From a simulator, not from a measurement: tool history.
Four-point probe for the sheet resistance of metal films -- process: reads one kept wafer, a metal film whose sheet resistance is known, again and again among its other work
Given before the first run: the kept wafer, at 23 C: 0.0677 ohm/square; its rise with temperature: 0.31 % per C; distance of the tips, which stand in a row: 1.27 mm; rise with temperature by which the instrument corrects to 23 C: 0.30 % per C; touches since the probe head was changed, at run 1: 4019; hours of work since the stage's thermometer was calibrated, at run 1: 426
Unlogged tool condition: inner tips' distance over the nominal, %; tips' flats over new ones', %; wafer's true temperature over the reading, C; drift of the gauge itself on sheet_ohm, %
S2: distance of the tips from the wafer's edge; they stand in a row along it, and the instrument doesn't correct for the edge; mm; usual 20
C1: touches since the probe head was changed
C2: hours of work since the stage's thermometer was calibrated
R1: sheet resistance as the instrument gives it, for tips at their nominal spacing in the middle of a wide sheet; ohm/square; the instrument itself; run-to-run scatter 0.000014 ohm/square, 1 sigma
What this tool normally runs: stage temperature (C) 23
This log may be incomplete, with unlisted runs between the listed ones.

run 1 day=0.000 | stage_temperature_(C)=23 S2=20 | C1=4019 C2=426 | R1=0.068119
run 2 day=0.558 | stage_temperature_(C)=23 S2=20 | C1=4391 C2=436 | R1=0.068115
run 3 day=0.958 | stage_temperature_(C)=23 S2=20 | C1=4660 C2=443 | R1=0.068103
run 4 day=1.788 | stage_temperature_(C)=23 S2=20 | C1=5214 C2=458 | R1=0.068109
run 5 day=2.567 | stage_temperature_(C)=23 S2=20 | C1=5733 C2=473 | R1=0.068109
run 6 day=3.338 | stage_temperature_(C)=23 S2=20 | C1=6249 C2=487 | R1=0.068110
run 7 day=4.092 | stage_temperature_(C)=23 S2=13 | C1=6755 C2=500 | R1=0.068315
run 8 day=4.554 | stage_temperature_(C)=23 S2=20 | C1=7064 C2=509 | R1=0.068094
run 9 day=5.292 | stage_temperature_(C)=23 S2=20 | C1=7556 C2=522 | R1=0.068104
run 10 day=5.942 | stage_temperature_(C)=23 S2=20 | C1=7992 C2=534 | R1=0.068111
run 11 day=6.792 | stage_temperature_(C)=23 S2=26 | C1=8558 C2=550 | R1=0.068035
run 12 day=7.629 | stage_temperature_(C)=19 S2=26 | C1=9118 C2=565 | R1=0.067996
run 13 day=8.438 | stage_temperature_(C)=19 S2=26 | C1=9659 C2=580 | R1=0.067987
run 14 day=9.296 | stage_temperature_(C)=19 S2=26 | C1=10233 C2=595 | R1=0.068018
run 15 day=10.112 | stage_temperature_(C)=19 S2=26 | C1=10778 C2=610 | R1=0.067991
run 16 day=10.908 | stage_temperature_(C)=23 S2=20 | C1=11310 C2=625 | R1=0.068077
run 17 day=11.612 | stage_temperature_(C)=24 S2=9 | C1=11780 C2=638 | R1=0.068691
run 18 day=12.058 | stage_temperature_(C)=24 S2=9 | C1=12078 C2=646 | R1=0.068671
run 19 day=12.608 | stage_temperature_(C)=24 S2=9 | C1=12447 C2=656 | R1=0.068677
run 20 day=13.129 | stage_temperature_(C)=23 S2=24 | C1=12794 C2=665 | R1=0.068043
run 21 day=13.838 | stage_temperature_(C)=24 S2=11 | C1=13267 C2=678 | R1=0.068418
run 22 day=14.200 | stage_temperature_(C)=18 S2=3 | C1=13511 C2=685 | R1=0.073804
-- day=14.275 stage's thermometer calibrated
run 23 day=14.942 | stage_temperature_(C)=27 S2=6 | C1=13993 C2=12 | R1=0.069592
run 24 day=15.712 | stage_temperature_(C)=23 S2=17 | C1=14508 C2=26 | R1=0.068157
run 25 day=16.079 | stage_temperature_(C)=33 S2=14 | C1=14753 C2=33 | R1=0.068334
run 26 day=16.883 | stage_temperature_(C)=19 S2=5 | C1=15290 C2=48 | R1=0.070179
run 27 day=17.396 | stage_temperature_(C)=19 S2=5 | C1=15633 C2=57 | R1=0.070204
-- day=17.829 stage's thermometer calibrated, once more
run 28 day=18.158 | stage_temperature_(C)=32 S2=9 | C1=16127 C2=6 | R1=0.068702
run 29 day=18.996 | stage_temperature_(C)=32 S2=9 | C1=16687 C2=21 | R1=0.068683
run 30 day=19.571 | stage_temperature_(C)=31 S2=28 | C1=17071 C2=32 | R1=0.068034
run 31 day=20.412 | stage_temperature_(C)=34 S2=6 | C1=17634 C2=47 | R1=0.069588
run 32 day=20.892 | stage_temperature_(C)=18 S2=8 | C1=17955 C2=56 | R1=0.068747

Difference, measured minus no-hidden-state, one row per run. Run-to-run variation is common to both terms; the gauge's own scatter need not be:
run=1 R1=+0.000266
run=2 R1=+0.000264
run=3 R1=+0.000263
run=4 R1=+0.000261
run=5 R1=+0.000259
run=6 R1=+0.000258
run=7 R1=+0.000256
run=8 R1=+0.000255
run=9 R1=+0.000253
run=10 R1=+0.000251
run=11 R1=+0.000249
run=12 R1=+0.000248
run=13 R1=+0.000246
run=14 R1=+0.000244
run=15 R1=+0.000242
run=16 R1=+0.000240
run=17 R1=+0.000240
run=18 R1=+0.000239
run=19 R1=+0.000238
run=20 R1=+0.000234
run=21 R1=+0.000234
run=22 R1=+0.000251
run=23 R1=+0.000249
run=24 R1=+0.000243
run=25 R1=+0.000241
run=26 R1=+0.000248
run=27 R1=+0.000246
run=28 R1=+0.000191
run=29 R1=+0.000189
run=30 R1=+0.000186
run=31 R1=+0.000188
run=32 R1=+0.000185
